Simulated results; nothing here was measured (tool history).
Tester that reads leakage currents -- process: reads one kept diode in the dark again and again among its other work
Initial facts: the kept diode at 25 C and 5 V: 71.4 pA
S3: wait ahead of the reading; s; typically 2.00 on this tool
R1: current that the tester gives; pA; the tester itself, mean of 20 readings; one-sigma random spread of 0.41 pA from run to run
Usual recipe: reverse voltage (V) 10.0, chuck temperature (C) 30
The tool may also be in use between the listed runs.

run 1 hour=0.0 | reverse_voltage_(V)=10.0 chuck_temperature_(C)=30 S3=2.00 | R1=133.52
run 2 hour=86.0 | reverse_voltage_(V)=10.0 chuck_temperature_(C)=30 S3=2.00 | R1=133.58
run 3 hour=193.0 | reverse_voltage_(V)=10.0 chuck_temperature_(C)=30 S3=2.00 | R1=133.27
run 4 hour=270.3 | reverse_voltage_(V)=10.0 chuck_temperature_(C)=30 S3=2.00 | R1=133.22
run 5 hour=318.9 | reverse_voltage_(V)=10.0 chuck_temperature_(C)=30 S3=2.00 | R1=132.65
run 6 hour=373.9 | reverse_voltage_(V)=10.0 chuck_temperature_(C)=30 S3=2.00 | R1=133.19
run 7 hour=491.6 | reverse_voltage_(V)=10.0 chuck_temperature_(C)=30 S3=2.00 | R1=132.70
run 8 hour=547.3 | reverse_voltage_(V)=10.0 chuck_temperature_(C)=30 S3=2.00 | R1=133.28
run 9 hour=650.2 | reverse_voltage_(V)=10.0 chuck_temperature_(C)=30 S3=2.00 | R1=134.09
run 10 hour=727.9 | reverse_voltage_(V)=10.0 chuck_temperature_(C)=55 S3=2.00 | R1=787.08
run 11 hour=817.0 | reverse_voltage_(V)=1.2 chuck_temperature_(C)=55 S3=2.00 | R1=382.02
run 12 hour=930.0 | reverse_voltage_(V)=1.2 chuck_temperature_(C)=55 S3=5.81 | R1=381.95
run 13 hour=989.4 | reverse_voltage_(V)=10.0 chuck_temperature_(C)=26 S3=2.00 | R1=97.98
run 14 hour=1064.9 | reverse_voltage_(V)=10.0 chuck_temperature_(C)=26 S3=2.00 | R1=98.33
run 15 hour=1128.9 | reverse_voltage_(V)=10.0 chuck_temperature_(C)=24 S3=2.00 | R1=84.55
run 16 hour=1223.6 | reverse_voltage_(V)=10.0 chuck_temperature_(C)=54 S3=2.00 | R1=733.05
run 17 hour=1299.7 | reverse_voltage_(V)=10.0 chuck_temperature_(C)=54 S3=2.00 | R1=733.00
run 18 hour=1397.5 | reverse_voltage_(V)=10.0 chuck_temperature_(C)=54 S3=2.00 | R1=731.07
run 19 hour=1466.3 | reverse_voltage_(V)=13.1 chuck_temperature_(C)=49 S3=2.00 | R1=574.36
run 20 hour=1557.4 | reverse_voltage_(V)=13.1 chuck_temperature_(C)=49 S3=2.00 | R1=570.62
run 21 hour=1622.4 | reverse_voltage_(V)=10.0 chuck_temperature_(C)=56 S3=0.88 | R1=831.51
run 22 hour=1702.2 | reverse_voltage_(V)=10.0 chuck_temperature_(C)=60 S3=0.93 | R1=1081.15
run 23 hour=1789.5 | reverse_voltage_(V)=10.0 chuck_temperature_(C)=60 S3=0.93 | R1=1075.49
run 24 hour=1869.1 | reverse_voltage_(V)=7.6 chuck_temperature_(C)=59 S3=2.00 | R1=919.23
run 25 hour=1948.8 | reverse_voltage_(V)=7.0 chuck_temperature_(C)=30 S3=2.00 | R1=120.35
run 26 hour=2033.6 | reverse_voltage_(V)=9.7 chuck_temperature_(C)=28 S3=4.31 | R1=116.63
run 27 hour=2133.4 | reverse_voltage_(V)=9.7 chuck_temperature_(C)=36 S3=8.80 | R1=210.76
run 28 hour=2224.5 | reverse_voltage_(V)=1.9 chuck_temperature_(C)=46 S3=4.39 | R1=245.12
run 29 hour=2291.2 | reverse_voltage_(V)=10.0 chuck_temperature_(C)=48 S3=2.00 | R1=496.69
run 30 hour=2400.9 | reverse_voltage_(V)=1.5 chuck_temperature_(C)=22 S3=1.77 | R1=37.26
run 31 hour=2462.3 | reverse_voltage_(V)=1.5 chuck_temperature_(C)=22 S3=1.77 | R1=37.07
run 32 hour=2513.4 | reverse_voltage_(V)=7.6 chuck_temperature_(C)=21 S3=1.36 | R1=63.33

Put back what was entered between runs (1 entry, withheld): which listed runs does each sit between, and how does the hidden state differ from the listed run before to the listed run after?
In the gap between runs 24 and 25: chuck's temperature calibrated (hour 1902.1)
  stray current of the dirty probe card, pA a volt: 0.647 -> 0.661; current scale over the true one, %: -2.26 -> -2.29; true chuck temperature over the reading, C: -0.44 -> -0.04
  what was measured, less what the result would be without the hidden state, R1: -43.62 -> +1.26 pA
